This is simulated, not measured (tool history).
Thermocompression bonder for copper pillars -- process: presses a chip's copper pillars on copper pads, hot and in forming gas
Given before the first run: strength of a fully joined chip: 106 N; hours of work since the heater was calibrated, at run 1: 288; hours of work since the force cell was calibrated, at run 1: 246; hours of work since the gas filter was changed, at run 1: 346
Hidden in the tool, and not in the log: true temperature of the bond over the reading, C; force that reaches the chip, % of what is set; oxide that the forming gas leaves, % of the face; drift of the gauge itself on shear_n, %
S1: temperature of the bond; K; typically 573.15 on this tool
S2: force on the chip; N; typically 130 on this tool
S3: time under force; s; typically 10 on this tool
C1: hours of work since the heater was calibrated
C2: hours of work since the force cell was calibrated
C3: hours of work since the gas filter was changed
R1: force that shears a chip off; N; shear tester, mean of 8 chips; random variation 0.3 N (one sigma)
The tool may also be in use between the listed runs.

| run | hour | S1 | S2 | S3 | C1 | C2 | C3 | R1 |
|---|---|---|---|---|---|---|---|---|
| 1 | 0.0 | 573.15 | 130 | 10 | 288 | 246 | 346 | 39.8 |
| 2 | 57.0 | 573.15 | 130 | 10 | 313 | 270 | 371 | 39.6 |
|  | 99.1 | forming gas filter changed |
| 3 | 105.5 | 573.15 | 130 | 30 | 334 | 291 | 3 | 64.7 |
| 4 | 136.4 | 573.15 | 130 | 6 | 348 | 305 | 16 | 36.1 |
| 5 | 186.9 | 573.15 | 130 | 10 | 370 | 327 | 38 | 43.4 |
| 6 | 213.8 | 573.15 | 130 | 10 | 382 | 339 | 50 | 44.0 |
| 7 | 270.1 | 573.15 | 130 | 10 | 406 | 363 | 75 | 43.5 |
| 8 | 325.9 | 573.15 | 130 | 10 | 431 | 388 | 99 | 44.4 |
| 9 | 381.0 | 573.15 | 130 | 10 | 455 | 412 | 123 | 43.8 |
| 10 | 437.7 | 573.15 | 130 | 10 | 480 | 437 | 148 | 43.8 |
| 11 | 488.8 | 573.15 | 98 | 10 | 502 | 459 | 170 | 33.3 |
| 12 | 529.3 | 573.15 | 130 | 10 | 520 | 477 | 188 | 43.3 |
| 13 | 556.6 | 573.15 | 130 | 10 | 532 | 489 | 200 | 43.0 |
| 14 | 588.7 | 573.15 | 130 | 10 | 546 | 503 | 214 | 43.4 |
| 15 | 629.3 | 573.15 | 130 | 24 | 563 | 521 | 232 | 57.6 |
| 16 | 685.3 | 573.15 | 130 | 24 | 588 | 545 | 256 | 57.3 |
| 17 | 728.8 | 573.15 | 130 | 10 | 607 | 564 | 275 | 43.1 |
| 18 | 771.4 | 573.15 | 130 | 10 | 626 | 583 | 294 | 42.8 |
| 19 | 823.4 | 573.15 | 130 | 10 | 648 | 606 | 317 | 42.2 |
| 20 | 878.1 | 573.15 | 130 | 22 | 672 | 629 | 341 | 54.3 |
| 21 | 927.3 | 573.15 | 130 | 22 | 694 | 651 | 362 | 54.8 |
| 22 | 975.1 | 573.15 | 130 | 22 | 715 | 672 | 383 | 54.5 |
|  | 988.6 | forming gas filter changed |
| 23 | 1000.0 | 573.15 | 130 | 22 | 725 | 683 | 5 | 61.3 |
| 24 | 1037.1 | 573.15 | 177 | 6 | 742 | 699 | 21 | 50.9 |
| 25 | 1077.7 | 573.15 | 177 | 6 | 759 | 716 | 39 | 50.8 |
| 26 | 1105.9 | 573.15 | 177 | 6 | 772 | 729 | 51 | 50.6 |
| 27 | 1148.8 | 579.15 | 148 | 13 | 790 | 748 | 70 | 60.6 |
| 28 | 1194.8 | 583.15 | 130 | 10 | 811 | 768 | 90 | 52.5 |
|  | 1208.9 | heater calibrated with a thermocouple chip |
| 29 | 1239.3 | 559.15 | 130 | 10 | 13 | 786 | 109 | 31.9 |
| 30 | 1287.7 | 578.15 | 154 | 5 | 34 | 808 | 130 | 37.3 |
| 31 | 1336.1 | 578.15 | 154 | 5 | 56 | 829 | 151 | 37.3 |
| 32 | 1360.7 | 578.15 | 154 | 5 | 66 | 839 | 162 | 36.8 |
| 33 | 1404.6 | 583.15 | 154 | 5 | 86 | 859 | 181 | 39.3 |
| 34 | 1447.2 | 549.15 | 130 | 12 | 104 | 877 | 200 | 29.1 |
| 35 | 1500.5 | 546.15 | 130 | 6 | 128 | 901 | 223 | 20.5 |
| 36 | 1549.9 | 595.15 | 114 | 24 | 149 | 922 | 245 | 59.5 |
| 37 | 1602.9 | 553.15 | 114 | 24 | 172 | 945 | 268 | 35.9 |
| 38 | 1628.1 | 553.15 | 114 | 24 | 183 | 956 | 279 | 36.1 |
| 39 | 1652.8 | 553.15 | 114 | 9 | 194 | 967 | 290 | 24.2 |

Here are 5 independent what-if runs from the current tool condition. What would each one return?
| A | 1703.3 | 573.15 | 116 | 10 | 216 | 989 | 312 | ? |
| B | 1703.3 | 553.15 | 142 | 9 | 216 | 989 | 312 | ? |
| C | 1703.3 | 590.15 | 168 | 19 | 216 | 989 | 312 | ? |
| D | 1703.3 | 555.15 | 130 | 10 | 216 | 989 | 312 | ? |
| E | 1703.3 | 573.15 | 176 | 12 | 216 | 989 | 312 | ? |

| run | R1 |
|---|---|
| A | 33.3 |
| B | 29.9 |
| C | 68.0 |
| D | 29.6 |
| E | 52.9 |
With no hidden state in the tool, these same runs would have given:
| run | R1 |
|---|---|
| A | 37.7 |
| B | 33.8 |
| C | 76.4 |
| D | 33.4 |
| E | 59.5 |
